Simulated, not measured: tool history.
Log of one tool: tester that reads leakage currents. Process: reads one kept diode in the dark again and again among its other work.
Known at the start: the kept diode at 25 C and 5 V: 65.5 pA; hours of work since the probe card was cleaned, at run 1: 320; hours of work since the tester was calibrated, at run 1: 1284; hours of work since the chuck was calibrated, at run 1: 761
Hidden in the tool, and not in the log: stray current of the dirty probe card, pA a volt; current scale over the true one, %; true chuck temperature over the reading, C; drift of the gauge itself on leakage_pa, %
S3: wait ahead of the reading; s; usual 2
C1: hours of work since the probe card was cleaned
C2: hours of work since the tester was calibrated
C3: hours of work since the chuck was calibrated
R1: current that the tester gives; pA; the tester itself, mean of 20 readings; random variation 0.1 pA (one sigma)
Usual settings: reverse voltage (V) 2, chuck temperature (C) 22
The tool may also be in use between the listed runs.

{"run": 1, "day": 0.0, "reverse voltage (V)": 2, "chuck temperature (C)": 22, "S3": 2, "C1": 320, "C2": 1284, "C3": 761, "R1": 30.9}
{"run": 2, "day": 3.517, "reverse voltage (V)": 2, "chuck temperature (C)": 22, "S3": 2, "C1": 370, "C2": 1335, "C3": 811, "R1": 30.99}
{"run": 3, "day": 5.733, "reverse voltage (V)": 1.34, "chuck temperature (C)": 22, "S3": 2, "C1": 402, "C2": 1366, "C3": 843, "R1": 24.7}
{"run": 4, "day": 9.888, "reverse voltage (V)": 1.34, "chuck temperature (C)": 22, "S3": 2, "C1": 461, "C2": 1426, "C3": 902, "R1": 24.89}
{"run": 5, "day": 12.917, "reverse voltage (V)": 1.34, "chuck temperature (C)": 22, "S3": 2, "C1": 504, "C2": 1469, "C3": 946, "R1": 25.02}
{"run": 6, "day": 15.733, "reverse voltage (V)": 19.87, "chuck temperature (C)": 22, "S3": 2, "C1": 545, "C2": 1509, "C3": 986, "R1": 124.36}
{"run": 7, "day": 18.062, "reverse voltage (V)": 2.37, "chuck temperature (C)": 22, "S3": 2, "C1": 578, "C2": 1543, "C3": 1019, "R1": 35.3}
{"run": 8, "day": 22.208, "reverse voltage (V)": 2.37, "chuck temperature (C)": 22, "S3": 2, "C1": 637, "C2": 1602, "C3": 1079, "R1": 35.46}
{"run": 9, "day": 25.408, "reverse voltage (V)": 2.37, "chuck temperature (C)": 22, "S3": 2, "C1": 683, "C2": 1648, "C3": 1124, "R1": 35.56}
{"day": 27.65, "done": "chuck's temperature calibrated"}
{"run": 10, "day": 29.946, "reverse voltage (V)": 2, "chuck temperature (C)": 22, "S3": 0.82, "C1": 747, "C2": 1712, "C3": 33, "R1": 31.6}
{"run": 11, "day": 32.221, "reverse voltage (V)": 2, "chuck temperature (C)": 22, "S3": 0.82, "C1": 779, "C2": 1744, "C3": 65, "R1": 31.36}
{"run": 12, "day": 35.112, "reverse voltage (V)": 2, "chuck temperature (C)": 22, "S3": 7.79, "C1": 821, "C2": 1786, "C3": 107, "R1": 31.24}
{"run": 13, "day": 38.725, "reverse voltage (V)": 2, "chuck temperature (C)": 22, "S3": 7.79, "C1": 873, "C2": 1837, "C3": 159, "R1": 31.49}
{"run": 14, "day": 42.442, "reverse voltage (V)": 2, "chuck temperature (C)": 22, "S3": 0.48, "C1": 926, "C2": 1890, "C3": 212, "R1": 32.3}
{"run": 15, "day": 46.188, "reverse voltage (V)": 2, "chuck temperature (C)": 22, "S3": 0.48, "C1": 979, "C2": 1944, "C3": 265, "R1": 32.59}
{"run": 16, "day": 48.004, "reverse voltage (V)": 2, "chuck temperature (C)": 22, "S3": 7.74, "C1": 1005, "C2": 1970, "C3": 291, "R1": 31.93}
{"run": 17, "day": 49.892, "reverse voltage (V)": 2, "chuck temperature (C)": 22, "S3": 7.74, "C1": 1032, "C2": 1997, "C3": 318, "R1": 31.75}
{"run": 18, "day": 54.221, "reverse voltage (V)": 11.56, "chuck temperature (C)": 22, "S3": 2, "C1": 1094, "C2": 2059, "C3": 380, "R1": 93.73}
{"run": 19, "day": 57.688, "reverse voltage (V)": 11.56, "chuck temperature (C)": 22, "S3": 2, "C1": 1144, "C2": 2109, "C3": 430, "R1": 95.11}
{"run": 20, "day": 60.238, "reverse voltage (V)": 2, "chuck temperature (C)": 22, "S3": 2, "C1": 1180, "C2": 2145, "C3": 466, "R1": 32.61}
{"run": 21, "day": 62.45, "reverse voltage (V)": 17.04, "chuck temperature (C)": 29, "S3": 0.48, "C1": 1212, "C2": 2177, "C3": 498, "R1": 224.59}
{"run": 22, "day": 65.654, "reverse voltage (V)": 5.72, "chuck temperature (C)": 36, "S3": 0.75, "C1": 1258, "C2": 2223, "C3": 544, "R1": 207.64}
{"run": 23, "day": 69.208, "reverse voltage (V)": 2, "chuck temperature (C)": 36, "S3": 0.92, "C1": 1309, "C2": 2273, "C3": 595, "R1": 112.96}
{"run": 24, "day": 72.442, "reverse voltage (V)": 2, "chuck temperature (C)": 32, "S3": 0.92, "C1": 1355, "C2": 2320, "C3": 641, "R1": 80.52}
{"run": 25, "day": 76.608, "reverse voltage (V)": 2.03, "chuck temperature (C)": 32, "S3": 0.92, "C1": 1415, "C2": 2379, "C3": 701, "R1": 81.4}
{"run": 26, "day": 80.192, "reverse voltage (V)": 7.01, "chuck temperature (C)": 55, "S3": 2.63, "C1": 1466, "C2": 2431, "C3": 752, "R1": 1110.2}
{"run": 27, "day": 82.233, "reverse voltage (V)": 7.01, "chuck temperature (C)": 55, "S3": 2.63, "C1": 1495, "C2": 2460, "C3": 781, "R1": 1114.03}
{"run": 28, "day": 85.458, "reverse voltage (V)": 1.1, "chuck temperature (C)": 21, "S3": 1.04, "C1": 1541, "C2": 2506, "C3": 827, "R1": 21.74}
{"run": 29, "day": 88.438, "reverse voltage (V)": 2.85, "chuck temperature (C)": 27, "S3": 0.44, "C1": 1584, "C2": 2549, "C3": 870, "R1": 66.13}
{"run": 30, "day": 91.729, "reverse voltage (V)": 2.85, "chuck temperature (C)": 27, "S3": 0.44, "C1": 1631, "C2": 2596, "C3": 917, "R1": 66.08}
{"run": 31, "day": 95.771, "reverse voltage (V)": 1.27, "chuck temperature (C)": 24, "S3": 2, "C1": 1689, "C2": 2654, "C3": 975, "R1": 31.01}
{"run": 32, "day": 97.65, "reverse voltage (V)": 2.79, "chuck temperature (C)": 28, "S3": 1.37, "C1": 1716, "C2": 2681, "C3": 1002, "R1": 70.65}
{"run": 33, "day": 100.125, "reverse voltage (V)": 2.79, "chuck temperature (C)": 28, "S3": 1.37, "C1": 1751, "C2": 2716, "C3": 1037, "R1": 71.35}
{"run": 34, "day": 103.0, "reverse voltage (V)": 2.79, "chuck temperature (C)": 28, "S3": 1.37, "C1": 1792, "C2": 2757, "C3": 1078, "R1": 71.16}
{"run": 35, "day": 105.038, "reverse voltage (V)": 5.52, "chuck temperature (C)": 22, "S3": 2, "C1": 1822, "C2": 2786, "C3": 1107, "R1": 65.57}
{"run": 36, "day": 107.55, "reverse voltage (V)": 5.52, "chuck temperature (C)": 22, "S3": 2, "C1": 1857, "C2": 2822, "C3": 1143, "R1": 65.55}
{"day": 108.471, "done": "chuck's temperature calibrated"}
{"run": 37, "day": 110.025, "reverse voltage (V)": 2, "chuck temperature (C)": 30, "S3": 2, "C1": 1892, "C2": 2856, "C3": 22, "R1": 65.21}
{"run": 38, "day": 113.096, "reverse voltage (V)": 1.14, "chuck temperature (C)": 58, "S3": 1.35, "C1": 1936, "C2": 2900, "C3": 66, "R1": 481.54}
{"run": 39, "day": 116.15, "reverse voltage (V)": 1.14, "chuck temperature (C)": 58, "S3": 1.35, "C1": 1979, "C2": 2944, "C3": 110, "R1": 481.71}

Hidden state at the last listed run before each entry between runs and at the first one after, where it differs:
Between runs 9 and 10: chuck's temperature calibrated (day 27.65)
  stray current of the dirty probe card, pA a volt: 0.699 -> 0.756; current scale over the true one, %: -0.3 -> -0.32; true chuck temperature over the reading, C: 0.49 -> 0.08
  measured less the result without the state, R1: +3.07 -> +1.59 pA
Between runs 36 and 37: chuck's temperature calibrated (day 108.471)
  stray current of the dirty probe card, pA a volt: 1.845 -> 1.881; current scale over the true one, %: -0.67 -> -0.69; true chuck temperature over the reading, C: 0.65 -> -0.06
  measured less the result without the state, R1: +13.03 -> +2.93 pA

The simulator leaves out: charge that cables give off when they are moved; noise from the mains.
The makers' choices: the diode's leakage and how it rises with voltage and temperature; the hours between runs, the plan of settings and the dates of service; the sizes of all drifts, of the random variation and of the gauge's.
